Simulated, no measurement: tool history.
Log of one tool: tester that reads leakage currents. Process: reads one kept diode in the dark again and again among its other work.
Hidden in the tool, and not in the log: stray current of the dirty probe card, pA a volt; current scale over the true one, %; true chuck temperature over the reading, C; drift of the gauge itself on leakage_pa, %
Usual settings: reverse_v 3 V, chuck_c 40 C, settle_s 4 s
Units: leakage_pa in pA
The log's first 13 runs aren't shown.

run,hour,reverse_v,chuck_c,settle_s,hours of work since the probe card was cleaned,hours of work since the tester was calibrated,hours of work since the chuck was calibrated,leakage_pa
# hour 2223.7: chuck's temperature calibrated
14,2334.4,3,22,4,598,1922,46,88.12
15,2521.2,3,22,4,675,1999,123,90.05
16,2643.7,3,22,4,725,2050,173,91.71
17,2805.5,3,40,4,792,2117,240,311.82
18,2945.5,3,41,4,850,2174,297,339.26
19,3144.7,3,34,4,932,2256,379,220.72
20,3268.2,3,34,4,983,2307,430,223.58
21,3449.9,1.06,51,4.53,1057,2382,505,384.92
22,3661.2,10.17,30,0.47,1144,2469,592,347.9
23,3765.5,10.17,30,0.47,1187,2512,635,351.76
# hour 3833.8: chuck's temperature calibrated
24,4012,10.17,30,0.47,1288,2613,73,311.37
25,4179.9,3,36,1.32,1357,2682,143,242.78
26,4292.7,1.29,23,4,1404,2728,189,65.27
27,4535.3,11.39,33,1.13,1504,2828,289,424.28
28,4672.1,11.39,33,1.13,1560,2885,345,432.41
# hour 4757.6: tester calibrated
29,4895.6,4.38,59,2.06,1651,57,437,1269.3
30,5113.4,1,54,0.59,1741,147,526,451.99
31,5295.8,3,40,1.54,1816,222,601,347.39
# hour 5459: chuck's temperature calibrated
32,5493.1,3,40,0.37,1897,302,14,304.5
33,5669.5,3,40,0.37,1969,375,87,308.58
34,5809.7,15.54,24,3.44,2027,433,144,274.15
# hour 6004.6: probe card cleaned and baked
35,6025,4.49,34,2.43,8,520,232,259.18
36,6165.4,2.67,24,3.22,66,578,290,100.46
37,6344.5,2.67,28,3.22,140,652,364,136.08

4 ways to go on from here, each from the tool as it stands after run 37. What would each give?
A,6495.8,8.64,28,3.22,202,714,426,?
B,6495.8,3,40,3.9,202,714,426,?
C,6495.8,3.06,34,3.15,202,714,426,?
D,6495.8,6.74,40,7.3,202,714,426,?

run,leakage_pa
A,256.5
B,326.17
C,223.22
D,499.51
Without the tool's hidden state the same runs would have given:
run,leakage_pa
A,227.21
B,292.82
C,199.39
D,447.99

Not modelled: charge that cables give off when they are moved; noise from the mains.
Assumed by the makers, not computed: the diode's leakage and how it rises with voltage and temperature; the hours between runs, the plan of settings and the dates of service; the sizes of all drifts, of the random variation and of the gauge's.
